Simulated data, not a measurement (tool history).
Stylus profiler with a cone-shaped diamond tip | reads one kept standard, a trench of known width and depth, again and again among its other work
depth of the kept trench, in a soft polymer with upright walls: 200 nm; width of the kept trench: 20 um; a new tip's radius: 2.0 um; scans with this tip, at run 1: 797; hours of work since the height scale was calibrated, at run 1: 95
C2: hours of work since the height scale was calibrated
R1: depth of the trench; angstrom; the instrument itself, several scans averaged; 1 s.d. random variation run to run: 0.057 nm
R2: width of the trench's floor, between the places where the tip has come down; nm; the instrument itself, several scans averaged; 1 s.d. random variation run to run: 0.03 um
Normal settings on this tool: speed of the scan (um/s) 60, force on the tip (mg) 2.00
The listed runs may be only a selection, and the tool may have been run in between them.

{"run": 1, "hour": 0.0, "speed of the scan (um/s)": 60, "force on the tip (mg)": 2.0, "scans with this tip": 797, "C2": 95, "R1": 2025.5, "R2": 17920}
{"run": 2, "hour": 51.5, "speed of the scan (um/s)": 60, "force on the tip (mg)": 2.0, "scans with this tip": 1100, "C2": 130, "R1": 2025.7, "R2": 17880}
{"run": 3, "hour": 103.0, "speed of the scan (um/s)": 88, "force on the tip (mg)": 2.0, "scans with this tip": 1402, "C2": 166, "R1": 2025.8, "R2": 17800}
{"run": 4, "hour": 146.4, "speed of the scan (um/s)": 88, "force on the tip (mg)": 2.0, "scans with this tip": 1657, "C2": 197, "R1": 2025.5, "R2": 17770}
{"run": 5, "hour": 208.8, "speed of the scan (um/s)": 88, "force on the tip (mg)": 2.0, "scans with this tip": 2023, "C2": 240, "R1": 2025.6, "R2": 17650}
{"run": 6, "hour": 270.8, "speed of the scan (um/s)": 88, "force on the tip (mg)": 2.0, "scans with this tip": 2387, "C2": 283, "R1": 2025.8, "R2": 17630}
{"run": 7, "hour": 343.6, "speed of the scan (um/s)": 60, "force on the tip (mg)": 2.0, "scans with this tip": 2814, "C2": 334, "R1": 2027.8, "R2": 17700}
{"run": 8, "hour": 407.2, "speed of the scan (um/s)": 60, "force on the tip (mg)": 4.15, "scans with this tip": 3188, "C2": 378, "R1": 2042.7, "R2": 17680}
{"run": 9, "hour": 453.0, "speed of the scan (um/s)": 115, "force on the tip (mg)": 2.0, "scans with this tip": 3457, "C2": 410, "R1": 2027.3, "R2": 17400}
{"run": 10, "hour": 541.2, "speed of the scan (um/s)": 115, "force on the tip (mg)": 2.0, "scans with this tip": 3974, "C2": 471, "R1": 2027.9, "R2": 17360}
{"run": 11, "hour": 598.6, "speed of the scan (um/s)": 47, "force on the tip (mg)": 2.0, "scans with this tip": 4312, "C2": 511, "R1": 2027.4, "R2": 17520}
{"run": 12, "hour": 675.0, "speed of the scan (um/s)": 47, "force on the tip (mg)": 2.0, "scans with this tip": 4760, "C2": 565, "R1": 2028.4, "R2": 17510}
{"run": 13, "hour": 771.7, "speed of the scan (um/s)": 47, "force on the tip (mg)": 4.6, "scans with this tip": 5328, "C2": 632, "R1": 2046.2, "R2": 17460}
{"run": 14, "hour": 832.1, "speed of the scan (um/s)": 47, "force on the tip (mg)": 4.6, "scans with this tip": 5682, "C2": 674, "R1": 2046.9, "R2": 17440}
{"run": 15, "hour": 924.4, "speed of the scan (um/s)": 47, "force on the tip (mg)": 4.6, "scans with this tip": 6224, "C2": 738, "R1": 2047.8, "R2": 17400}
{"run": 16, "hour": 972.9, "speed of the scan (um/s)": 207, "force on the tip (mg)": 0.7, "scans with this tip": 6509, "C2": 772, "R1": 2016.2, "R2": 16420}
{"run": 17, "hour": 1065.2, "speed of the scan (um/s)": 207, "force on the tip (mg)": 1.19, "scans with this tip": 7051, "C2": 836, "R1": 2020.4, "R2": 16570}
{"run": 18, "hour": 1126.7, "speed of the scan (um/s)": 117, "force on the tip (mg)": 1.77, "scans with this tip": 7412, "C2": 879, "R1": 2027.9, "R2": 16980}
{"hour": 1133.9, "done": "height scale calibrated on a step standard"}
{"run": 19, "hour": 1204.2, "speed of the scan (um/s)": 37, "force on the tip (mg)": 5.25, "scans with this tip": 7864, "C2": 49, "R1": 2053.4, "R2": 17280}
{"run": 20, "hour": 1286.3, "speed of the scan (um/s)": 15, "force on the tip (mg)": 5.66, "scans with this tip": 8346, "C2": 106, "R1": 2057.2, "R2": 17320}
{"run": 21, "hour": 1333.2, "speed of the scan (um/s)": 15, "force on the tip (mg)": 5.66, "scans with this tip": 8621, "C2": 139, "R1": 2057.1, "R2": 17310}
{"hour": 1362.4, "done": "height scale calibrated on a step standard, once more"}
{"run": 22, "hour": 1413.0, "speed of the scan (um/s)": 41, "force on the tip (mg)": 1.55, "scans with this tip": 9087, "C2": 35, "R1": 2021.9, "R2": 17080}
{"run": 23, "hour": 1483.4, "speed of the scan (um/s)": 41, "force on the tip (mg)": 1.55, "scans with this tip": 9500, "C2": 84, "R1": 2022.1, "R2": 17030}
{"run": 24, "hour": 1551.9, "speed of the scan (um/s)": 41, "force on the tip (mg)": 1.55, "scans with this tip": 9902, "C2": 132, "R1": 2022.2, "R2": 17080}
{"run": 25, "hour": 1637.6, "speed of the scan (um/s)": 46, "force on the tip (mg)": 1.97, "scans with this tip": 10406, "C2": 192, "R1": 2026.3, "R2": 16980}
{"run": 26, "hour": 1707.6, "speed of the scan (um/s)": 46, "force on the tip (mg)": 1.97, "scans with this tip": 10817, "C2": 240, "R1": 2025.7, "R2": 16910}
{"run": 27, "hour": 1748.1, "speed of the scan (um/s)": 99, "force on the tip (mg)": 1.97, "scans with this tip": 11054, "C2": 269, "R1": 2025.7, "R2": 16770}

The same runs without the tool's hidden state, with the same run-to-run variation:
Hidden state present: radius of the tip, um; height scale over the true one, %; drift of the gauge itself on depth_nm, %; drift of the gauge itself on floor_um, %.
run=1 R1=2025.0 R2=18060
run=2 R1=2025.0 R2=18060
run=3 R1=2025.0 R2=18020
run=4 R1=2024.6 R2=18020
run=5 R1=2024.4 R2=17940
run=6 R1=2024.4 R2=17970
run=7 R1=2026.2 R2=18090
run=8 R1=2040.9 R2=18110
run=9 R1=2025.3 R2=17870
run=10 R1=2025.5 R2=17880
run=11 R1=2024.8 R2=18080
run=12 R1=2025.6 R2=18130
run=13 R1=2043.0 R2=18130
run=14 R1=2043.5 R2=18150
run=15 R1=2044.1 R2=18150
run=16 R1=2012.4 R2=17200
run=17 R1=2016.3 R2=17400
run=18 R1=2023.6 R2=17850
run=19 R1=2047.4 R2=18200
run=20 R1=2050.9 R2=18280
run=21 R1=2050.6 R2=18290
run=22 R1=2021.6 R2=18100
run=23 R1=2021.5 R2=18100
run=24 R1=2021.4 R2=18180
run=25 R1=2025.3 R2=18120
run=26 R1=2024.3 R2=18090
run=27 R1=2024.3 R2=17970

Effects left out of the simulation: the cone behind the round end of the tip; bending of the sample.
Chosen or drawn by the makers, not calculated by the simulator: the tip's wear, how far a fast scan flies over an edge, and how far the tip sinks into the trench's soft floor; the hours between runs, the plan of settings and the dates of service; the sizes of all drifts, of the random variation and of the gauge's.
